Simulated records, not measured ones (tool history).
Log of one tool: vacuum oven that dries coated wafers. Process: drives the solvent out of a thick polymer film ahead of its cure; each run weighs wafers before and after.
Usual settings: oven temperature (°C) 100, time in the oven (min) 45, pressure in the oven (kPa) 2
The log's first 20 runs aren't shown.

run,day,oven temperature (°C),time in the oven (min),pressure in the oven (kPa),hours of work since the thermocouples were calibrated,hours of work since the vacuum gauge was cleaned of residue,solvent left in the film (%)
21,23.988,104,45,2,306,261,3.54
22,24.942,100,45,2,316,271,4.38
23,25.742,100,45,2,325,279,4.5
24,26.854,100,45,2,336,291,4.48
25,27.975,100,65,1.58,348,303,3.15
26,28.992,111,65,6.78,359,314,7.85
27,29.871,86,28,6.78,368,323,20.47
28,31.329,86,28,6.78,384,338,20.2

Forecast run 29:
29,32.7,100,45,2.53,398,353,?

solvent left in the film (%): 5.42
Without the tool's hidden state the same run would have given solvent left in the film (%) 5.5.
